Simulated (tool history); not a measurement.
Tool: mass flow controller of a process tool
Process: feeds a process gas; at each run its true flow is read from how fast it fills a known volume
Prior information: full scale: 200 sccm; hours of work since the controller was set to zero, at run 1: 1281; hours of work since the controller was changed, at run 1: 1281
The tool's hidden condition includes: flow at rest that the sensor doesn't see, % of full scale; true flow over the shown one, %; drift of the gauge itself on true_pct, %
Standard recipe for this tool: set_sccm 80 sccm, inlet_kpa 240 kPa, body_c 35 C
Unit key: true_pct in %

run,hour,set_sccm,inlet_kpa,body_c,hours of work since the controller was set to zero,hours of work since the controller was changed,true_pct
1,0,80,240,35,1281,1281,99.71
2,117.4,80,240,35,1365,1365,99.61
3,241.1,80,240,35,1453,1453,99.53
4,330.1,80,240,35,1516,1516,99.63
5,437.6,80,220,35,1593,1593,99.56
6,593,80,220,35,1704,1704,99.45
7,669.6,137,220,35,1758,1758,99.95
8,776,44,192,34,1834,1834,99.06

Run 9 has not been measured yet. What should we expect?
9,899.2,52,240,35,1922,1922,?

Run 9 came out at true_pct 99.43 %.
With no hidden state in the tool, this same run would have given true_pct 99.42 %.

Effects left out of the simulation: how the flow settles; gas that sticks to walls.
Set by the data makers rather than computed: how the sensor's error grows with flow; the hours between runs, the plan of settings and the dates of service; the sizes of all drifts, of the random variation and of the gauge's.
